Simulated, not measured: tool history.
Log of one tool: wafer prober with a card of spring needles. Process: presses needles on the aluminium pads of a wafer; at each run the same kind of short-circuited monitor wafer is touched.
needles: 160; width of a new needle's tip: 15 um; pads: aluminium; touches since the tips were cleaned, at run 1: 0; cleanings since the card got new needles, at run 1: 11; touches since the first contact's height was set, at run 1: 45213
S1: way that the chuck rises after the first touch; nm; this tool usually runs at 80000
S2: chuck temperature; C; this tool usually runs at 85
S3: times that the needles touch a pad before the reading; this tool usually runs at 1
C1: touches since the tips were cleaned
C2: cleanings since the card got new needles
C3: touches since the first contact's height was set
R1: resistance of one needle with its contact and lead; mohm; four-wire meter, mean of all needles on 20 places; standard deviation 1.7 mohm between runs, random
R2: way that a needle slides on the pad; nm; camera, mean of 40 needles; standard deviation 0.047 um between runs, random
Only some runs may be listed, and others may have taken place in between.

{"run": 1, "day": 0.0, "S1": 80000, "S2": 85, "S3": 1, "C1": 0, "C2": 11, "C3": 45213, "R1": 172, "R2": 21620}
{"day": 0.275, "done": "tips cleaned on abrasive film"}
{"day": 0.542, "done": "tips cleaned on abrasive film"}
{"day": 0.762, "done": "tips cleaned on abrasive film"}
{"run": 2, "day": 0.862, "S1": 91000, "S2": 85, "S3": 1, "C1": 1698, "C2": 14, "C3": 59411, "R1": 170, "R2": 24540}
{"day": 1.017, "done": "tips cleaned on abrasive film"}
{"day": 1.279, "done": "tips cleaned on abrasive film"}
{"day": 1.546, "done": "tips cleaned on abrasive film"}
{"run": 3, "day": 1.583, "S1": 91000, "S2": 85, "S3": 1, "C1": 635, "C2": 17, "C3": 71204, "R1": 170, "R2": 24630}
{"day": 1.788, "done": "tips cleaned on abrasive film"}
{"day": 2.008, "done": "tips cleaned on abrasive film"}
{"day": 2.283, "done": "tips cleaned on abrasive film"}
{"day": 2.533, "done": "tips cleaned on abrasive film"}
{"run": 4, "day": 2.542, "S1": 91000, "S2": 85, "S3": 1, "C1": 164, "C2": 21, "C3": 86941, "R1": 169, "R2": 24540}
{"day": 2.762, "done": "tips cleaned on abrasive film"}
{"day": 3.017, "done": "tips cleaned on abrasive film"}
{"day": 3.288, "done": "tips cleaned on abrasive film"}
{"day": 3.517, "done": "tips cleaned on abrasive film"}
{"run": 5, "day": 3.517, "S1": 91000, "S2": 85, "S3": 1, "C1": 0, "C2": 25, "C3": 102894, "R1": 168, "R2": 24500}
{"day": 3.738, "done": "tips cleaned on abrasive film"}
{"day": 4.012, "done": "tips cleaned on abrasive film"}
{"day": 4.079, "done": "height of the first contact set anew"}
{"run": 6, "day": 4.158, "S1": 91000, "S2": 85, "S3": 1, "C1": 2263, "C2": 27, "C3": 1362, "R1": 172, "R2": 24470}
{"day": 4.262, "done": "tips cleaned on abrasive film"}
{"day": 4.525, "done": "tips cleaned on abrasive film"}
{"day": 4.788, "done": "tips cleaned on abrasive film"}
{"run": 7, "day": 4.788, "S1": 91000, "S2": 85, "S3": 1, "C1": 0, "C2": 30, "C3": 11642, "R1": 164, "R2": 24490}
{"day": 5.062, "done": "tips cleaned on abrasive film"}
{"day": 5.333, "done": "tips cleaned on abrasive film"}
{"run": 8, "day": 5.354, "S1": 91000, "S2": 85, "S3": 1, "C1": 313, "C2": 32, "C3": 20894, "R1": 169, "R2": 24500}
{"day": 5.562, "done": "tips cleaned on abrasive film"}
{"day": 5.821, "done": "tips cleaned on abrasive film"}
{"day": 6.054, "done": "tips cleaned on abrasive film"}
{"run": 9, "day": 6.054, "S1": 91000, "S2": 85, "S3": 1, "C1": 0, "C2": 35, "C3": 32393, "R1": 167, "R2": 24400}
{"day": 6.325, "done": "tips cleaned on abrasive film"}
{"day": 6.588, "done": "tips cleaned on abrasive film"}
{"day": 6.833, "done": "tips cleaned on abrasive film"}
{"run": 10, "day": 6.858, "S1": 91000, "S2": 103, "S3": 1, "C1": 406, "C2": 38, "C3": 45565, "R1": 172, "R2": 24390}
{"day": 7.075, "done": "tips cleaned on abrasive film"}
{"run": 11, "day": 7.288, "S1": 91000, "S2": 103, "S3": 1, "C1": 3531, "C2": 39, "C3": 52655, "R1": 170, "R2": 24330}
{"day": 7.342, "done": "tips cleaned on abrasive film"}
{"day": 7.604, "done": "tips cleaned on abrasive film"}
{"day": 7.854, "done": "tips cleaned on abrasive film"}
{"day": 8.096, "done": "tips cleaned on abrasive film"}
{"run": 12, "day": 8.096, "S1": 80000, "S2": 85, "S3": 1, "C1": 0, "C2": 43, "C3": 65890, "R1": 168, "R2": 21370}
{"day": 8.317, "done": "tips cleaned on abrasive film"}
{"day": 8.558, "done": "tips cleaned on abrasive film"}
{"day": 8.829, "done": "tips cleaned on abrasive film"}
{"run": 13, "day": 9.0, "S1": 80000, "S2": 85, "S3": 1, "C1": 2857, "C2": 46, "C3": 80740, "R1": 170, "R2": 21300}
{"day": 9.054, "done": "tips cleaned on abrasive film"}
{"day": 9.312, "done": "tips cleaned on abrasive film"}
{"day": 9.533, "done": "tips cleaned on abrasive film"}
{"day": 9.783, "done": "tips cleaned on abrasive film"}
{"run": 14, "day": 9.962, "S1": 80000, "S2": 85, "S3": 1, "C1": 2982, "C2": 50, "C3": 96525, "R1": 170, "R2": 21260}
{"day": 10.021, "done": "tips cleaned on abrasive film"}
{"day": 10.279, "done": "tips cleaned on abrasive film"}
{"day": 10.5, "done": "tips cleaned on abrasive film"}
{"run": 15, "day": 10.5, "S1": 80000, "S2": 85, "S3": 1, "C1": 0, "C2": 53, "C3": 105318, "R1": 167, "R2": 21320}
{"day": 10.767, "done": "tips cleaned on abrasive film"}
{"day": 10.883, "done": "height of the first contact set anew"}
{"day": 10.996, "done": "tips cleaned on abrasive film"}
{"day": 11.242, "done": "tips cleaned on abrasive film"}
{"run": 16, "day": 11.417, "S1": 77000, "S2": 77, "S3": 1, "C1": 2891, "C2": 56, "C3": 8699, "R1": 172, "R2": 20480}
{"day": 11.475, "done": "tips cleaned on abrasive film"}
{"day": 11.75, "done": "tips cleaned on abrasive film"}
{"day": 12.008, "done": "tips cleaned on abrasive film"}
{"day": 12.262, "done": "tips cleaned on abrasive film"}
{"run": 17, "day": 12.262, "S1": 84000, "S2": 77, "S3": 1, "C1": 0, "C2": 60, "C3": 22537, "R1": 164, "R2": 22330}
{"day": 12.517, "done": "tips cleaned on abrasive film"}
{"day": 12.775, "done": "tips cleaned on abrasive film"}
{"run": 18, "day": 12.9, "S1": 80000, "S2": 56, "S3": 1, "C1": 2081, "C2": 62, "C3": 33054, "R1": 162, "R2": 21210}
{"day": 13.012, "done": "tips cleaned on abrasive film"}
{"day": 13.233, "done": "tips cleaned on abrasive film"}
{"day": 13.492, "done": "tips cleaned on abrasive film"}
{"run": 19, "day": 13.525, "S1": 85000, "S2": 34, "S3": 1, "C1": 558, "C2": 65, "C3": 43275, "R1": 159, "R2": 22530}

Forecast run 20:
{"day": 13.746, "done": "tips cleaned on abrasive film"}
{"day": 14.008, "done": "tips cleaned on abrasive film"}
{"day": 14.229, "done": "tips cleaned on abrasive film"}
{"run": 20, "day": 14.367, "S1": 80000, "S2": 85, "S3": 2, "C1": 2285, "C2": 68, "C3": 57102, "R1": "?", "R2": "?"}

R1: 169 mohm
R2: 21180 nm
On a tool with no hidden condition, and with the same random variation, this run would have come out at R1 169 mohm, R2 21670 nm.
